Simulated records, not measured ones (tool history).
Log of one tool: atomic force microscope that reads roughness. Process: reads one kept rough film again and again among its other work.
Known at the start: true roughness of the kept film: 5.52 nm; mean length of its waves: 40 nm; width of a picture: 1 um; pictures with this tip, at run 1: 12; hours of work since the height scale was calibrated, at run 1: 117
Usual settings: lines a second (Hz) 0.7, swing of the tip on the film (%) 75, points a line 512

run,hour,lines a second (Hz),swing of the tip on the film (%),points a line,pictures with this tip,hours of work since the height scale was calibrated,roughness of the kept film (nm (root mean square))
1,0,0.7,75,512,12,117,4.659
2,44.1,0.7,75,512,79,148,4.412
3,61.8,0.669,75,512,106,160,4.301
4,98,0.669,75,512,160,186,4.087
5,136,0.669,75,512,217,213,3.906
6,176.7,0.669,75,512,278,242,3.746
# hour 195.6: new tip fitted
7,198.6,0.7,75,512,5,257,4.671
8,239.5,0.7,75,512,66,286,4.421
9,273.1,0.7,75,512,117,309,4.202
10,300.7,0.7,75,512,158,329,4.035
11,342.1,0.7,75,512,221,358,3.867
12,377.8,0.7,60,512,274,384,3.741
# hour 399.2: new tip fitted
13,412.1,0.7,66,631,19,407,4.68
14,444.7,0.673,58,741,68,431,4.437
15,468.2,0.673,58,741,104,447,4.32
16,498.7,1.006,59,741,150,469,4.137
17,525.5,0.825,78,512,190,488,3.9
18,544.1,1.135,75,344,218,501,3.787
19,585.6,1.46,74,315,280,530,3.583
# hour 603.5: new tip fitted
20,628.3,0.844,90,273,38,560,4.347
21,651.8,0.844,77,466,73,577,4.329

4 ways to go on from here, each from the tool as it stands after run 21. What would each give?
A,692.6,0.844,77,674,134,606,?
B,692.6,1.002,66,568,134,606,?
C,692.6,0.934,71,617,134,606,?
D,692.6,0.844,64,466,134,606,?

run,roughness of the kept film (nm (root mean square))
A,4.146
B,4.212
C,4.174
D,4.215
Without the tool's hidden state the same runs would have given:
run,roughness of the kept film (nm (root mean square))
A,4.704
B,4.779
C,4.737
D,4.782

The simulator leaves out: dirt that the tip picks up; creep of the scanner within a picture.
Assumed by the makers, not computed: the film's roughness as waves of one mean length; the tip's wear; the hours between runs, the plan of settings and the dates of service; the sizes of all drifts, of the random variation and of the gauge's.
